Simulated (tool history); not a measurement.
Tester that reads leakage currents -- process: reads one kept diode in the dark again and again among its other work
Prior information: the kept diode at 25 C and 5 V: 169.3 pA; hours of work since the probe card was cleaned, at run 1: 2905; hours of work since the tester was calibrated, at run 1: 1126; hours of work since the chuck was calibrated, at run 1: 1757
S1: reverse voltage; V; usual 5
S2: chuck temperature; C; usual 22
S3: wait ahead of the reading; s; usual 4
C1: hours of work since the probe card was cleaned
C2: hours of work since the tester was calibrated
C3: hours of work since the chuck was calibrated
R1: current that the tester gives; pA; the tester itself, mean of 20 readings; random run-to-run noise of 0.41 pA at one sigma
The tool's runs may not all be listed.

{"run": 1, "hour": 0.0, "S1": 5, "S2": 22, "S3": 4, "C1": 2905, "C2": 1126, "C3": 1757, "R1": 133.49}
{"run": 2, "hour": 59.0, "S1": 5, "S2": 22, "S3": 4, "C1": 2947, "C2": 1168, "C3": 1799, "R1": 133.95}
{"run": 3, "hour": 90.7, "S1": 5, "S2": 22, "S3": 3.89, "C1": 2970, "C2": 1191, "C3": 1822, "R1": 133.52}
{"run": 4, "hour": 142.1, "S1": 5, "S2": 22, "S3": 3.89, "C1": 3006, "C2": 1227, "C3": 1859, "R1": 133.08}
{"run": 5, "hour": 177.2, "S1": 6.01, "S2": 22, "S3": 3.89, "C1": 3032, "C2": 1253, "C3": 1884, "R1": 149.23}
{"run": 6, "hour": 221.8, "S1": 5, "S2": 22, "S3": 4, "C1": 3063, "C2": 1284, "C3": 1916, "R1": 132.72}
{"run": 7, "hour": 266.4, "S1": 5, "S2": 22, "S3": 4, "C1": 3095, "C2": 1316, "C3": 1948, "R1": 133.15}
{"run": 8, "hour": 297.0, "S1": 5, "S2": 48, "S3": 4, "C1": 3117, "C2": 1338, "C3": 1970, "R1": 785.57}
{"run": 9, "hour": 337.2, "S1": 5, "S2": 48, "S3": 4, "C1": 3146, "C2": 1367, "C3": 1998, "R1": 784.07}
{"run": 10, "hour": 388.0, "S1": 5, "S2": 48, "S3": 4, "C1": 3182, "C2": 1403, "C3": 2035, "R1": 786.06}
{"run": 11, "hour": 442.8, "S1": 5, "S2": 22, "S3": 4, "C1": 3222, "C2": 1443, "C3": 2074, "R1": 132.97}
{"run": 12, "hour": 497.3, "S1": 5, "S2": 22, "S3": 4, "C1": 3261, "C2": 1482, "C3": 2113, "R1": 133.08}
{"run": 13, "hour": 554.6, "S1": 5, "S2": 53, "S3": 8.59, "C1": 3302, "C2": 1523, "C3": 2154, "R1": 1066}
{"run": 14, "hour": 614.5, "S1": 3.71, "S2": 53, "S3": 0.71, "C1": 3344, "C2": 1566, "C3": 2197, "R1": 903.04}

Forecast run 15:
{"run": 15, "hour": 663.8, "S1": 3.71, "S2": 53, "S3": 0.71, "C1": 3380, "C2": 1601, "C3": 2232, "R1": "?"}

{"run 15": {"R1": 897}}
The same run, on a tool lacking any hidden state, would have yielded R1 931.88 pA.
